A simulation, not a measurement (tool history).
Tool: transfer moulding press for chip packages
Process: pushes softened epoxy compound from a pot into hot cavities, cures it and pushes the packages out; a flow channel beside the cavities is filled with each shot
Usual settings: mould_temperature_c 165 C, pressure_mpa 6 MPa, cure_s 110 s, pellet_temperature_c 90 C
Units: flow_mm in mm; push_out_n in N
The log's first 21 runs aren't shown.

run   hour  mould_temperature_c  pressure_mpa  cure_s  pellet_temperature_c  hours of work since the mould's thermocouples were calibrated  shots since the plunger's rings were changed  shots since the cavities were cleaned  incoming compound's hours out of the cold store  flow_mm  push_out_n
     338.5  -- cavities cleaned with cleaning compound and waxed
 22  351.3                  161          5.61     130                    86                                                             89                                          2699                                    130                                             15.2      502         425
 23    367                  166          5.86     130                    86                                                             99                                          2860                                    291                                             36.8      463         430
 24  377.4                  171          5.32     110                    90                                                            105                                          2966                                    397                                             37.4      433         458
 25  391.8                  159          5.53     141                    90                                                            114                                          3112                                    543                                             47.8      434         524
 26  404.7                  159          5.53     107                    90                                                            122                                          3243                                    674                                               37      451         880
 27  416.5                  165             6     110                    95                                                            129                                          3363                                    794                                             43.5      451         596
 28  426.8                  165             6     110                    84                                                            136                                          3468                                    899                                             15.3      510         653
     443.9  -- cavities cleaned with cleaning compound and waxed
 29  450.7                  165             6     139                    82                                                            150                                          3696                                     69                                             42.1      452         316
 30  463.3                  158          5.39     142                    88                                                            157                                          3824                                    197                                             25.6      469         434

Forecast each of these 3 alternatives for the next run:
  A  479.7                  158          5.39     133                    81                                                            167                                          3991                                    364                                               29        ?           ?
  B  479.7                  164             6     110                    88                                                            167                                          3991                                    364                                             40.6        ?           ?
  C  479.7                  170          5.39     103                    88                                                            167                                          3991                                    364                                             11.7        ?           ?

run  flow_mm  push_out_n
  A      454         562
  B      454         551
  C      472         458
Without the tool's hidden state the same runs would have given:
run  flow_mm  push_out_n
  A      488         373
  B      487         367
  C      507         301
